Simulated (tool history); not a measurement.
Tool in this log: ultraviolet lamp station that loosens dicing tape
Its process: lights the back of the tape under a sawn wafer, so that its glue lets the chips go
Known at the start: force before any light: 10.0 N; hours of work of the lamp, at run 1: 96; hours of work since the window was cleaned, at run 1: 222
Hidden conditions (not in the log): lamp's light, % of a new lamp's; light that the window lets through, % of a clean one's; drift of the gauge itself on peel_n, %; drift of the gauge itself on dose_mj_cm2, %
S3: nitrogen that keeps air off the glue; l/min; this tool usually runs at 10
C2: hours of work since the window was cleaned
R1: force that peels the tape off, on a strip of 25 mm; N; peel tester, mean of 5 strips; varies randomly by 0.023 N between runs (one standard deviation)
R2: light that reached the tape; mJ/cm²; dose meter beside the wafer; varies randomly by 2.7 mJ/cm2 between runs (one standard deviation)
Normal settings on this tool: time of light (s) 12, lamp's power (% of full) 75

Run 1, hour 0: usual settings; hours of work of the lamp 96; C2 222. Result: R1 1.297 N, R2 332 mJ/cm².
Run 2, hour 6.8: usual settings; hours of work of the lamp 101; C2 227. Result: R1 1.291 N, R2 330 mJ/cm².
Run 3, hour 14.9: usual settings; hours of work of the lamp 107; C2 233. Result: R1 1.325 N, R2 328 mJ/cm².
Run 4, hour 23.7: usual settings but time of light (s) 19; hours of work of the lamp 114; C2 240. Result: R1 0.55 N, R2 516 mJ/cm².
Run 5, hour 35.5: usual settings but time of light (s) 19, S3 7 l/min; hours of work of the lamp 123; C2 249. Result: R1 0.694 N, R2 520 mJ/cm².
Run 6, hour 47.5: usual settings but S3 17 l/min; hours of work of the lamp 132; C2 258. Result: R1 1.026 N, R2 328 mJ/cm².
Run 7, hour 55: usual settings but S3 17 l/min; hours of work of the lamp 138; C2 264. Result: R1 0.994 N, R2 329 mJ/cm².
Run 8, hour 63.6: usual settings but S3 17 l/min; hours of work of the lamp 144; C2 270. Result: R1 1.062 N, R2 320 mJ/cm².
Run 9, hour 76: usual settings but S3 17 l/min; hours of work of the lamp 154; C2 280. Result: R1 1.027 N, R2 319 mJ/cm².
Run 10, hour 88.5: usual settings but time of light (s) 9; hours of work of the lamp 163; C2 289. Result: R1 2.13 N, R2 236 mJ/cm².
Run 11, hour 98.7: usual settings but time of light (s) 9; hours of work of the lamp 171; C2 297. Result: R1 2.295 N, R2 239 mJ/cm².
Run 12, hour 109.8: usual settings but time of light (s) 9; hours of work of the lamp 180; C2 306. Result: R1 2.225 N, R2 240 mJ/cm².
Run 13, hour 118.1: usual settings but time of light (s) 9; hours of work of the lamp 186; C2 312. Result: R1 2.172 N, R2 238 mJ/cm².
Run 14, hour 124.9: usual settings but time of light (s) 9; hours of work of the lamp 191; C2 317. Result: R1 2.302 N, R2 239 mJ/cm².
Run 15, hour 135: usual settings but time of light (s) 9, S3 9 l/min; hours of work of the lamp 199; C2 325. Result: R1 2.345 N, R2 235 mJ/cm².
Run 16, hour 144.4: usual settings but time of light (s) 9, S3 9 l/min; hours of work of the lamp 206; C2 332. Result: R1 2.334 N, R2 235 mJ/cm².
Run 17, hour 157.8: usual settings but time of light (s) 9, S3 9 l/min; hours of work of the lamp 216; C2 342. Result: R1 2.372 N, R2 234 mJ/cm².
Run 18, hour 171.1: usual settings but S3 15 l/min; hours of work of the lamp 226; C2 352. Result: R1 1.147 N, R2 310 mJ/cm².
Run 19, hour 180.1: usual settings but S3 15 l/min; hours of work of the lamp 233; C2 359. Result: R1 1.153 N, R2 306 mJ/cm².
Run 20, hour 192: usual settings but S3 15 l/min; hours of work of the lamp 242; C2 368. Result: R1 1.221 N, R2 308 mJ/cm².
At hour 193.1: window cleaned of glue's vapour.
Run 21, hour 205.3: usual settings but S3 15 l/min; hours of work of the lamp 252; C2 9. Result: R1 1.201 N, R2 306 mJ/cm².
Run 22, hour 215.8: usual settings but time of light (s) 19, lamp's power (% of full) 78, S3 12 l/min; hours of work of the lamp 260; C2 17. Result: R1 0.515 N, R2 502 mJ/cm².
Run 23, hour 223.9: usual settings but time of light (s) 8, lamp's power (% of full) 94; hours of work of the lamp 266; C2 23. Result: R1 2.04 N, R2 247 mJ/cm².
Run 24, hour 233.2: usual settings but time of light (s) 8, lamp's power (% of full) 94; hours of work of the lamp 273; C2 30. Result: R1 2.093 N, R2 251 mJ/cm².
At hour 243.9: window cleaned of glue's vapour, once more.
Run 25, hour 246.3: usual settings but time of light (s) 11, lamp's power (% of full) 89, S3 6 l/min; hours of work of the lamp 283; C2 2. Result: R1 1.675 N, R2 346 mJ/cm².
Run 26, hour 251.8: usual settings but time of light (s) 11, lamp's power (% of full) 89, S3 6 l/min; hours of work of the lamp 287; C2 6. Result: R1 1.689 N, R2 342 mJ/cm².
Run 27, hour 261.9: usual settings but time of light (s) 9, lamp's power (% of full) 89, S3 6 l/min; hours of work of the lamp 294; C2 14. Result: R1 2.283 N, R2 276 mJ/cm².
Run 28, hour 272.8: usual settings but time of light (s) 7, lamp's power (% of full) 66; hours of work of the lamp 303; C2 22. Result: R1 3.607 N, R2 159 mJ/cm².
Run 29, hour 279.9: usual settings but time of light (s) 8, lamp's power (% of full) 62; hours of work of the lamp 308; C2 27. Result: R1 3.295 N, R2 171 mJ/cm².
Run 30, hour 291: usual settings but time of light (s) 8, lamp's power (% of full) 62; hours of work of the lamp 317; C2 36. Result: R1 3.499 N, R2 173 mJ/cm².
Run 31, hour 303.4: usual settings but time of light (s) 15, lamp's power (% of full) 94, S3 5 l/min; hours of work of the lamp 326; C2 45. Result: R1 1 N, R2 476 mJ/cm².
Run 32, hour 314.3: usual settings but time of light (s) 15, lamp's power (% of full) 94, S3 5 l/min; hours of work of the lamp 334; C2 53. Result: R1 1.004 N, R2 481 mJ/cm².
Run 33, hour 325.3: usual settings but time of light (s) 21, lamp's power (% of full) 67, S3 4 l/min; hours of work of the lamp 343; C2 62. Result: R1 1.223 N, R2 484 mJ/cm².
Run 34, hour 336.9: usual settings but time of light (s) 7, S3 3 l/min; hours of work of the lamp 351; C2 71. Result: R1 4.714 N, R2 178 mJ/cm².
Run 35, hour 350.3: usual settings but time of light (s) 11, lamp's power (% of full) 96, S3 3 l/min; hours of work of the lamp 362; C2 81. Result: R1 2.353 N, R2 352 mJ/cm².
Run 36, hour 357.5: usual settings but time of light (s) 11, lamp's power (% of full) 96, S3 3 l/min; hours of work of the lamp 367; C2 86. Result: R1 2.321 N, R2 347 mJ/cm².
Run 37, hour 368: usual settings but time of light (s) 11, lamp's power (% of full) 96, S3 3 l/min; hours of work of the lamp 375; C2 94. Result: R1 2.428 N, R2 355 mJ/cm².
Run 38, hour 378.7: usual settings but time of light (s) 11, lamp's power (% of full) 96, S3 3 l/min; hours of work of the lamp 383; C2 102. Result: R1 2.406 N, R2 348 mJ/cm².
Run 39, hour 388.4: usual settings but time of light (s) 15, lamp's power (% of full) 96; hours of work of the lamp 391; C2 110. Result: R1 0.653 N, R2 475 mJ/cm².
Run 40, hour 398.9: usual settings but time of light (s) 10, lamp's power (% of full) 72, S3 5 l/min; hours of work of the lamp 399; C2 118. Result: R1 3.132 N, R2 234 mJ/cm².
Run 41, hour 406: usual settings but time of light (s) 10, lamp's power (% of full) 72, S3 15 l/min; hours of work of the lamp 404; C2 123. Result: R1 1.984 N, R2 233 mJ/cm².
Run 42, hour 412.3: usual settings but time of light (s) 6, lamp's power (% of full) 98, S3 8 l/min; hours of work of the lamp 409; C2 128. Result: R1 3.184 N, R2 192 mJ/cm².

Below, some changes in R1 between adjacent runs. For each, the amount present without the hidden state too (settings, incoming material, random variation) and the amount remaining for the hidden state with gauge scatter not shared by both compared results:
Run 22 -> 23: time of light (s) 19 -> 8, lamp's power (% of full) 78 -> 94, S3 12 -> 10. R1 +1.525 N: hidden state +0.343, all else +1.182.
Run 30 -> 31: time of light (s) 8 -> 15, lamp's power (% of full) 62 -> 94, S3 10 -> 5. R1 -2.499 N: hidden state -0.273, all else -2.226.
Run 33 -> 34: time of light (s) 21 -> 7, lamp's power (% of full) 67 -> 75, S3 4 -> 3. R1 +3.491 N: hidden state +0.254, all else +3.237.
Run 38 -> 39: time of light (s) 11 -> 15, S3 3 -> 10. R1 -1.753 N: hidden state -0.376, all else -1.377.
Run 39 -> 40: time of light (s) 15 -> 10, lamp's power (% of full) 96 -> 72, S3 10 -> 5. R1 +2.479 N: hidden state +0.473, all else +2.006.

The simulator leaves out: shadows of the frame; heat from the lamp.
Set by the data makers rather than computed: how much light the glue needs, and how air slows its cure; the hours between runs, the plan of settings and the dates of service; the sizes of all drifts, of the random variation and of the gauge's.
